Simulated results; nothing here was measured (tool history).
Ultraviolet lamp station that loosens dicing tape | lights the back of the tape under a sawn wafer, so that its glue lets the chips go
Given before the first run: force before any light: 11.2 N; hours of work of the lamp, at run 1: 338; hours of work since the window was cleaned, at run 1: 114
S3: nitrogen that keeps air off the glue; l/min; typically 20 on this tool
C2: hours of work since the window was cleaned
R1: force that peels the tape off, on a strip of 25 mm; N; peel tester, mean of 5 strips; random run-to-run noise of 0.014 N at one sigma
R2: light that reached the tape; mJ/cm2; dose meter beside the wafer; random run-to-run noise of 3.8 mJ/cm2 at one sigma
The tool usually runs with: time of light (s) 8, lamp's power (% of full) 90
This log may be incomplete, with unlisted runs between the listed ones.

Run 1, hour 0.0: usual settings; hours of work of the lamp 338; C2 114. Result: R1 0.653 N, R2 637 mJ/cm2.
Run 2, hour 15.8: usual settings; hours of work of the lamp 346; C2 122. Result: R1 0.632 N, R2 636 mJ/cm2.
Run 3, hour 30.4: usual settings; hours of work of the lamp 353; C2 128. Result: R1 0.644 N, R2 638 mJ/cm2.
Run 4, hour 41.4: usual settings but time of light (s) 6; hours of work of the lamp 358; C2 134. Result: R1 1.267 N, R2 477 mJ/cm2.
Run 5, hour 59.7: usual settings but time of light (s) 6; hours of work of the lamp 367; C2 142. Result: R1 1.243 N, R2 475 mJ/cm2.
Run 6, hour 67.7: usual settings but time of light (s) 6; hours of work of the lamp 370; C2 146. Result: R1 1.258 N, R2 476 mJ/cm2.
Run 7, hour 82.5: usual settings but time of light (s) 6; hours of work of the lamp 377; C2 153. Result: R1 1.285 N, R2 475 mJ/cm2.
Run 8, hour 100.9: usual settings but S3 38 l/min; hours of work of the lamp 386; C2 162. Result: R1 0.477 N, R2 630 mJ/cm2.
Run 9, hour 116.1: usual settings; hours of work of the lamp 393; C2 169. Result: R1 0.604 N, R2 632 mJ/cm2.
Run 10, hour 132.3: usual settings; hours of work of the lamp 401; C2 177. Result: R1 0.649 N, R2 631 mJ/cm2.
Run 11, hour 143.3: usual settings; hours of work of the lamp 406; C2 182. Result: R1 0.648 N, R2 623 mJ/cm2.
Run 12, hour 153.9: usual settings; hours of work of the lamp 411; C2 187. Result: R1 0.670 N, R2 632 mJ/cm2.
Run 13, hour 166.2: usual settings but time of light (s) 13; hours of work of the lamp 417; C2 193. Result: R1 0.180 N, R2 1014 mJ/cm2.
Run 14, hour 173.9: usual settings but time of light (s) 13; hours of work of the lamp 421; C2 197. Result: R1 0.190 N, R2 1010 mJ/cm2.
Run 15, hour 185.3: usual settings but time of light (s) 13; hours of work of the lamp 426; C2 202. Result: R1 0.184 N, R2 1018 mJ/cm2.
Run 16, hour 197.8: usual settings; hours of work of the lamp 432; C2 208. Result: R1 0.642 N, R2 624 mJ/cm2.
Run 17, hour 208.1: usual settings; hours of work of the lamp 437; C2 213. Result: R1 0.652 N, R2 627 mJ/cm2.
Run 18, hour 225.2: usual settings; hours of work of the lamp 445; C2 221. Result: R1 0.630 N, R2 623 mJ/cm2.
Run 19, hour 235.2: usual settings but time of light (s) 10; hours of work of the lamp 450; C2 226. Result: R1 0.367 N, R2 772 mJ/cm2.
Run 20, hour 243.0: usual settings but lamp's power (% of full) 64; hours of work of the lamp 454; C2 229. Result: R1 1.432 N, R2 446 mJ/cm2.
Run 21, hour 254.4: usual settings but lamp's power (% of full) 64; hours of work of the lamp 459; C2 235. Result: R1 1.437 N, R2 439 mJ/cm2.
At hour 258.8: gauge calibrated.
Run 22, hour 263.5: usual settings but lamp's power (% of full) 64; hours of work of the lamp 463; C2 239. Result: R1 1.424 N, R2 456 mJ/cm2.
Run 23, hour 272.7: usual settings but S3 18 l/min; hours of work of the lamp 468; C2 243. Result: R1 0.672 N, R2 641 mJ/cm2.
Run 24, hour 280.8: usual settings but S3 18 l/min; hours of work of the lamp 471; C2 247. Result: R1 0.721 N, R2 637 mJ/cm2.
Run 25, hour 298.1: usual settings but lamp's power (% of full) 79, S3 12 l/min; hours of work of the lamp 480; C2 256. Result: R1 1.181 N, R2 556 mJ/cm2.
Run 26, hour 310.9: usual settings but time of light (s) 13, lamp's power (% of full) 79, S3 23 l/min; hours of work of the lamp 486; C2 262. Result: R1 0.226 N, R2 901 mJ/cm2.
Run 27, hour 321.8: usual settings but time of light (s) 5, lamp's power (% of full) 89, S3 15 l/min; hours of work of the lamp 491; C2 267. Result: R1 2.151 N, R2 393 mJ/cm2.
Run 28, hour 332.7: usual settings; hours of work of the lamp 496; C2 272. Result: R1 0.649 N, R2 632 mJ/cm2.
Run 29, hour 340.6: usual settings but time of light (s) 10, lamp's power (% of full) 74; hours of work of the lamp 500; C2 276. Result: R1 0.615 N, R2 655 mJ/cm2.
Run 30, hour 348.0: usual settings but time of light (s) 10, lamp's power (% of full) 74; hours of work of the lamp 503; C2 279. Result: R1 0.616 N, R2 650 mJ/cm2.
Run 31, hour 357.0: usual settings but lamp's power (% of full) 97; hours of work of the lamp 508; C2 283. Result: R1 0.518 N, R2 691 mJ/cm2.
Run 32, hour 366.0: usual settings but lamp's power (% of full) 97; hours of work of the lamp 512; C2 288. Result: R1 0.537 N, R2 680 mJ/cm2.
Run 33, hour 378.3: usual settings but lamp's power (% of full) 97; hours of work of the lamp 518; C2 294. Result: R1 0.536 N, R2 678 mJ/cm2.
Run 34, hour 388.3: usual settings but lamp's power (% of full) 84; hours of work of the lamp 523; C2 298. Result: R1 0.763 N, R2 585 mJ/cm2.
Run 35, hour 405.0: usual settings but time of light (s) 4, S3 39 l/min; hours of work of the lamp 530; C2 306. Result: R1 2.068 N, R2 314 mJ/cm2.
Run 36, hour 417.6: usual settings but time of light (s) 4, lamp's power (% of full) 84, S3 10 l/min; hours of work of the lamp 536; C2 312. Result: R1 3.560 N, R2 295 mJ/cm2.
Run 37, hour 435.7: usual settings but time of light (s) 11, lamp's power (% of full) 85, S3 10 l/min; hours of work of the lamp 545; C2 321. Result: R1 0.546 N, R2 810 mJ/cm2.
Run 38, hour 452.1: usual settings but time of light (s) 7, lamp's power (% of full) 66, S3 38 l/min; hours of work of the lamp 553; C2 329. Result: R1 1.326 N, R2 402 mJ/cm2.
At hour 457.9: gauge calibrated.
Run 39, hour 461.8: usual settings but time of light (s) 7, lamp's power (% of full) 66, S3 38 l/min; hours of work of the lamp 557; C2 333. Result: R1 1.327 N, R2 412 mJ/cm2.
Run 40, hour 472.1: usual settings but time of light (s) 7, lamp's power (% of full) 66, S3 38 l/min; hours of work of the lamp 562; C2 338. Result: R1 1.340 N, R2 407 mJ/cm2.
Run 41, hour 482.7: usual settings but time of light (s) 6, lamp's power (% of full) 83, S3 9 l/min; hours of work of the lamp 567; C2 343. Result: R1 2.225 N, R2 441 mJ/cm2.
Run 42, hour 494.3: usual settings but time of light (s) 10, lamp's power (% of full) 62, S3 9 l/min; hours of work of the lamp 573; C2 349. Result: R1 1.454 N, R2 551 mJ/cm2.
Run 43, hour 511.5: usual settings but S3 21 l/min; hours of work of the lamp 581; C2 357. Result: R1 0.613 N, R2 631 mJ/cm2.
Run 44, hour 527.0: usual settings but S3 19 l/min; hours of work of the lamp 588; C2 364. Result: R1 0.666 N, R2 630 mJ/cm2.

Branching from run 44: 3 alternative next runs. What would each branch give?
Run A, hour 541.3: usual settings but S3 14 l/min; hours of work of the lamp 595; C2 371. Result: R1 ?, R2 ?.
Run B, hour 541.3: usual settings but lamp's power (% of full) 60; hours of work of the lamp 595; C2 371. Result: R1 ?, R2 ?.
Run C, hour 541.3: usual settings but time of light (s) 12, lamp's power (% of full) 97, S3 19 l/min; hours of work of the lamp 595; C2 371. Result: R1 ?, R2 ?.

run     R1    R2
  A  0.799   632
  B  1.603   426
  C  0.185  1027
The same runs, with their run-to-run variation unchanged, on a tool lacking any hidden condition would have given:
run     R1    R2
  A  0.796   639
  B  1.600   431
  C  0.185  1039

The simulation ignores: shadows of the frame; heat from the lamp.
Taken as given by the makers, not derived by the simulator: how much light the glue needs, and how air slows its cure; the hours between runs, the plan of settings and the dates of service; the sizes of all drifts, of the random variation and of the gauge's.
